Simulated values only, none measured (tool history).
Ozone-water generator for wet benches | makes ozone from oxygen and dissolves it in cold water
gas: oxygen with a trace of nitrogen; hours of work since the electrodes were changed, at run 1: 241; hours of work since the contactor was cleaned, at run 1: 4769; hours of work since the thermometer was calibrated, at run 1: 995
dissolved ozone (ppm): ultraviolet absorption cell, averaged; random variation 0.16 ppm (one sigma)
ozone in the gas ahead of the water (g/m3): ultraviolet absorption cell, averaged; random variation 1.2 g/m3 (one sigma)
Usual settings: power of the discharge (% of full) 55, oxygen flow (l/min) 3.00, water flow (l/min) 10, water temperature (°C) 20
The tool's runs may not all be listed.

run     day  power of the discharge (% of full)  oxygen flow (l/min)  water flow (l/min)  water temperature (°C)  hours of work since the electrodes were changed  hours of work since the contactor was cleaned  hours of work since the thermometer was calibrated  dissolved ozone (ppm)  ozone in the gas ahead of the water (g/m3)
  1   0.000                                  55                 3.00                  10                      20                                              241                                           4769                                                 995                   19.3                                       221.9
  2   0.567                                  55                 3.00                  10                      20                                              254                                           4783                                                1009                   19.4                                       220.2
  3   1.188                                  55                 3.00                  10                      20                                              269                                           4798                                                1024                   19.4                                       220.0
  4   2.271                                  55                 3.00                  10                      20                                              295                                           4824                                                1050                   19.4                                       222.3
  5   3.608                                  55                 3.00                  10                      18                                              327                                           4856                                                1082                   19.9                                       218.2
  6   4.175                                  55                 3.00                  10                      18                                              341                                           4869                                                1095                   20.2                                       220.8
  7   4.938                                  55                 3.00                  10                      18                                              359                                           4888                                                1114                   20.1                                       220.1
  8   6.329                                  55                 3.00                  10                      18                                              392                                           4921                                                1147                   19.8                                       222.0
  9   7.008                                  53                 2.25                  15                      26                                              409                                           4937                                                1163                   12.4                                       254.6
      7.271  -- contactor cleaned
 10   7.754                                  53                 3.74                  15                      25                                              422                                             12                                                1177                   12.0                                       186.3
 11   8.929                                  47                 3.13                  13                      16                                              451                                             40                                                1205                   14.0                                       193.0
 12   9.858                                  47                 2.02                  13                      16                                              473                                             62                                                1228                   14.0                                       250.4
 13  11.171                                  47                 2.02                  13                      16                                              504                                             93                                                1259                   14.2                                       250.3
     11.992  -- contactor cleaned, once more
 14  12.171                                  47                 2.02                  13                      16                                              524                                              4                                                1279                   15.4                                       250.1
 15  13.096                                  86                 4.40                   7                      20                                              546                                             26                                                1301                   32.3                                       240.5
 16  14.458                                  86                 4.40                   7                      20                                              579                                             59                                                1334                   32.3                                       241.5

How the hidden state differs across the entries between the runs, from the last listed run before each to the first after it:
Between runs 9 and 10: contactor cleaned (day 7.271)
  yield of the discharge, % of new electrodes': 99.3 -> 99.2; contactor's efficiency, % of a clean one's: 93.4 -> 89.4
  measured less the result without the state, dissolved ozone (ppm): -0.7 -> -1.1; ozone in the gas ahead of the water (g/m3): -1.5 -> -1.1
Between runs 13 and 14: contactor cleaned, once more (day 11.992)
  contactor's efficiency, % of a clean one's: 89.3 -> 99.9; true water temperature over the reading, C: 0.02 -> 0.03
  measured less the result without the state, dissolved ozone (ppm): -1.2 -> -0.1; ozone in the gas ahead of the water (g/m3): -1.6 -> -1.6
